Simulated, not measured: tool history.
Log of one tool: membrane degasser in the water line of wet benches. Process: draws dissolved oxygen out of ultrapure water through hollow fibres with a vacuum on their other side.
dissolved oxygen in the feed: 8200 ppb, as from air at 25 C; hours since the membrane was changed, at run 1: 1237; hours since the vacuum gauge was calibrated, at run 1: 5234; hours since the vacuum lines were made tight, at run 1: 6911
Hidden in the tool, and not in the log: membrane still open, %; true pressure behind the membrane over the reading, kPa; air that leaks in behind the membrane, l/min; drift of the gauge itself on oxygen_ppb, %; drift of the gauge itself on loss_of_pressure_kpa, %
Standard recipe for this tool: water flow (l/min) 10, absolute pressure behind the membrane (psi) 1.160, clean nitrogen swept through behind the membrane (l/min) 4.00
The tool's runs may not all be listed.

run,hour,water flow (l/min),absolute pressure behind the membrane (psi),clean nitrogen swept through behind the membrane (l/min),hours since the membrane was changed,hours since the vacuum gauge was calibrated,hours since the vacuum lines were made tight,dissolved oxygen in the water behind the degasser (ppb),pressure that the water loses in the fibres (psi)
1,0.0,10,1.160,4.00,1237,5234,6911,161.8,6.202
2,80.7,11,1.160,4.00,1318,5315,6991,192.2,6.834
3,119.7,10,1.160,4.00,1357,5354,7030,160.4,6.186
4,172.4,10,1.160,4.00,1409,5407,7083,160.8,6.168
5,228.9,10,1.160,4.00,1466,5463,7140,161.4,6.166
6,268.4,10,1.160,4.00,1505,5503,7179,161.7,6.193
7,306.6,10,1.160,4.00,1544,5541,7217,160.0,6.170
8,354.4,10,1.160,4.00,1591,5589,7265,157.3,6.231
9,437.6,10,1.160,4.00,1675,5672,7348,160.3,6.247
10,486.1,7,1.933,4.00,1723,5721,7397,106.4,4.316
11,540.1,9,1.160,4.00,1777,5775,7451,133.1,5.607
12,606.7,10,0.975,4.10,1844,5841,7517,151.6,6.255
13,665.9,10,0.975,4.10,1903,5900,7577,153.3,6.248
14,727.3,10,0.975,4.10,1964,5962,7638,152.6,6.263

Pick out some run-to-run changes in pressure that the water loses in the fibres (psi). Of each, how much would a tool without hidden state show as well, from the settings, what came in and chance, and how much is left for the hidden state and any gauge scatter not in both results compared?
Run 9 -> 10: water flow (l/min) 10 -> 7, absolute pressure behind the membrane (psi) 1.160 -> 1.933. pressure that the water loses in the fibres (psi) -1.930: hidden state -0.004, all else -1.926.
Run 10 -> 11: water flow (l/min) 7 -> 9, absolute pressure behind the membrane (psi) 1.933 -> 1.160. pressure that the water loses in the fibres (psi) +1.291: hidden state +0.007, all else +1.284.
